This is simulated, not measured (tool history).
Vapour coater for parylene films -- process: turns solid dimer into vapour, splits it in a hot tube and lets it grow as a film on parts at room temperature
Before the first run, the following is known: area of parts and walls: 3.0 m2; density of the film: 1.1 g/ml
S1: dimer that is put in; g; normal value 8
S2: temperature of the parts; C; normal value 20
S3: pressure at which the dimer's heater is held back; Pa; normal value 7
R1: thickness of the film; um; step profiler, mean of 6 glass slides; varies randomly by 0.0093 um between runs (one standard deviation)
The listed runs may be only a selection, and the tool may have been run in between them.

| run | hour | S1 | S2 | S3 | R1 |
|---|---|---|---|---|---|
| 1 | 0 | 8 | 20 | 7 | 1.573 |
| 2 | 52.5 | 8 | 20 | 7 | 1.579 |
|  | 78.7 | trap's valve overhauled |
| 3 | 100.1 | 8 | 20 | 7 | 1.597 |
| 4 | 132.7 | 8 | 20 | 5.11 | 1.606 |
| 5 | 168.2 | 8 | 20 | 7 | 1.572 |
| 6 | 227.3 | 8 | 20 | 7 | 1.571 |
| 7 | 263.8 | 8 | 20 | 7 | 1.573 |
| 8 | 316.7 | 8 | 20 | 7 | 1.583 |
| 9 | 360.9 | 8 | 20 | 7 | 1.564 |
|  | 394.9 | trap's valve overhauled |
| 10 | 409.9 | 9 | 20 | 8.47 | 1.738 |
| 11 | 443.4 | 8 | 15 | 7 | 1.797 |
| 12 | 478.6 | 8 | 15 | 7 | 1.782 |
| 13 | 522.4 | 8 | 15 | 7 | 1.767 |
| 14 | 582.8 | 8 | 15 | 7 | 1.797 |
| 15 | 608.8 | 8 | 15 | 7 | 1.785 |
| 16 | 670.5 | 12 | 21 | 7.95 | 2.271 |
|  | 707.5 | trap's valve overhauled |
| 17 | 736.3 | 12 | 21 | 7.95 | 2.279 |
| 18 | 794.1 | 8 | 20 | 4.11 | 1.627 |

Each row is a separate what-if for the run after 18, all from the same tool condition, not one after another. Results?
| A | 846.9 | 4 | 13 | 9.72 | ? |
| B | 846.9 | 4 | 26 | 4.11 | ? |
| C | 846.9 | 9 | 20 | 7.44 | ? |

| run | R1 |
|---|---|
| A | 0.92 |
| B | 0.686 |
| C | 1.753 |
The same runs, with their run-to-run variation unchanged, on a tool lacking any hidden condition would have given:
| run | R1 |
|---|---|
| A | 0.92 |
| B | 0.686 |
| C | 1.754 |
